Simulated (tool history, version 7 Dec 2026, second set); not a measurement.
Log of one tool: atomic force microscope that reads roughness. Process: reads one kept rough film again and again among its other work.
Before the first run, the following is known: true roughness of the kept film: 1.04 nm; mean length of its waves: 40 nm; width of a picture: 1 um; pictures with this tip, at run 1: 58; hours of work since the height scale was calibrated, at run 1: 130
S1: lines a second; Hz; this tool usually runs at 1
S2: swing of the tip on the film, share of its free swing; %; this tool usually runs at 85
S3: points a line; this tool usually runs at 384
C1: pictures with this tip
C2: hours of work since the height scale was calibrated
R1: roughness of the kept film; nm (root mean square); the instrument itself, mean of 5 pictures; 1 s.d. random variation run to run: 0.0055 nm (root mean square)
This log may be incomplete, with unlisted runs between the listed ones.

| run | hour | S1 | S2 | S3 | C1 | C2 | R1 |
|---|---|---|---|---|---|---|---|
| 1 | 0 | 1 | 85 | 384 | 58 | 130 | 0.933 |
| 2 | 4.1 | 1 | 85 | 384 | 67 | 133 | 0.934 |
| 3 | 8.1 | 1 | 85 | 384 | 77 | 136 | 0.922 |
| 4 | 14.9 | 1 | 79 | 384 | 92 | 141 | 0.932 |
| 5 | 23.7 | 1 | 79 | 384 | 112 | 147 | 0.917 |
| 6 | 30.3 | 1 | 79 | 384 | 127 | 152 | 0.919 |
| 7 | 36.8 | 1 | 79 | 384 | 142 | 157 | 0.897 |
| 8 | 43.5 | 1 | 79 | 384 | 157 | 161 | 0.905 |
| 9 | 48 | 1 | 79 | 384 | 167 | 165 | 0.903 |
| 10 | 53.7 | 0.51 | 85 | 384 | 180 | 169 | 0.909 |
| 11 | 58.9 | 0.82 | 85 | 384 | 191 | 173 | 0.894 |
|  | 63 | new tip fitted |
| 12 | 66.6 | 0.82 | 85 | 384 | 9 | 178 | 0.955 |
| 13 | 74.2 | 0.82 | 85 | 384 | 26 | 183 | 0.953 |
| 14 | 79.4 | 0.82 | 58 | 384 | 38 | 187 | 0.979 |
| 15 | 84.5 | 0.82 | 58 | 384 | 49 | 191 | 0.98 |
| 16 | 92.2 | 1 | 85 | 296 | 67 | 196 | 0.922 |
| 17 | 99.8 | 1 | 85 | 296 | 84 | 202 | 0.923 |
| 18 | 105.5 | 1 | 85 | 296 | 97 | 206 | 0.915 |
| 19 | 113.7 | 1 | 85 | 296 | 115 | 212 | 0.903 |
| 20 | 122.5 | 1 | 85 | 646 | 135 | 218 | 0.906 |
| 21 | 127.9 | 1 | 85 | 646 | 147 | 222 | 0.901 |
| 22 | 135.8 | 1 | 85 | 384 | 165 | 228 | 0.893 |
| 23 | 142.7 | 1 | 85 | 384 | 181 | 233 | 0.889 |
|  | 151.2 | new tip fitted |
| 24 | 151.8 | 1.94 | 85 | 384 | 1 | 239 | 0.911 |
| 25 | 155.9 | 1 | 72 | 384 | 11 | 242 | 0.974 |
| 26 | 161.2 | 1 | 72 | 384 | 23 | 246 | 0.969 |
| 27 | 165.3 | 1 | 72 | 384 | 32 | 249 | 0.965 |
| 28 | 173.7 | 1.42 | 71 | 318 | 51 | 255 | 0.946 |
| 29 | 177.6 | 1.42 | 71 | 318 | 60 | 258 | 0.94 |
| 30 | 186.3 | 0.78 | 85 | 487 | 79 | 264 | 0.934 |
| 31 | 190.2 | 1 | 71 | 348 | 88 | 267 | 0.943 |
| 32 | 195.1 | 1 | 71 | 348 | 99 | 270 | 0.932 |
| 33 | 202.5 | 1 | 84 | 950 | 116 | 276 | 0.915 |
| 34 | 206.3 | 3.85 | 87 | 384 | 125 | 278 | 0.778 |
| 35 | 212 | 3.85 | 87 | 384 | 137 | 283 | 0.78 |
| 36 | 217.1 | 2.63 | 72 | 486 | 149 | 286 | 0.879 |
| 37 | 223.4 | 2.63 | 79 | 743 | 163 | 291 | 0.854 |
| 38 | 227.6 | 1.9 | 79 | 576 | 173 | 294 | 0.877 |
| 39 | 234.1 | 1.9 | 79 | 576 | 188 | 299 | 0.858 |
|  | 240 | new tip fitted |
| 40 | 241.4 | 1.9 | 79 | 576 | 3 | 304 | 0.929 |
| 41 | 249.9 | 3.7 | 79 | 538 | 22 | 310 | 0.88 |
| 42 | 254.3 | 1.13 | 79 | 290 | 32 | 313 | 0.947 |
| 43 | 260.2 | 1.49 | 56 | 926 | 45 | 317 | 0.976 |
| 44 | 268.2 | 1.49 | 56 | 926 | 63 | 323 | 0.971 |
| 45 | 276.1 | 1.49 | 56 | 279 | 81 | 329 | 0.959 |
| 46 | 281 | 1 | 66 | 589 | 92 | 332 | 0.949 |
| 47 | 285.2 | 1.08 | 56 | 839 | 102 | 335 | 0.957 |
| 48 | 293.8 | 1 | 63 | 937 | 121 | 341 | 0.941 |
| 49 | 299.3 | 0.5 | 83 | 878 | 134 | 345 | 0.924 |
| 50 | 303.3 | 3.93 | 63 | 349 | 143 | 348 | 0.885 |
| 51 | 307.6 | 1.61 | 85 | 271 | 153 | 351 | 0.867 |
| 52 | 315.7 | 1.61 | 85 | 948 | 171 | 357 | 0.873 |

How would selected steps in R1 from run to run divide? Give the signed amount a tool lacking its hidden state would still show from settings, what came in and random variation, and the signed amount left for the hidden state, including any gauge scatter that is not in both of the compared results.
The hidden state here: radius of the tip, nm; height scale over the true one, %; drift of the gauge itself on roughness_nm, %.
Run 11 -> 12: new tip fitted. R1 +0.061 nm (root mean square): hidden state +0.073, all else -0.012.
Run 23 -> 24: S1 1 -> 1.94, new tip fitted. R1 +0.022 nm (root mean square): hidden state +0.071, all else -0.049.
Run 33 -> 34: S1 1 -> 3.85, S2 84 -> 87, S3 950 -> 384. R1 -0.137 nm (root mean square): hidden state +0.005, all else -0.142.
Run 35 -> 36: S1 3.85 -> 2.63, S2 87 -> 72, S3 384 -> 486. R1 +0.099 nm (root mean square): hidden state -0.012, all else +0.111.
Run 39 -> 40: new tip fitted. R1 +0.071 nm (root mean square): hidden state +0.073, all else -0.002.

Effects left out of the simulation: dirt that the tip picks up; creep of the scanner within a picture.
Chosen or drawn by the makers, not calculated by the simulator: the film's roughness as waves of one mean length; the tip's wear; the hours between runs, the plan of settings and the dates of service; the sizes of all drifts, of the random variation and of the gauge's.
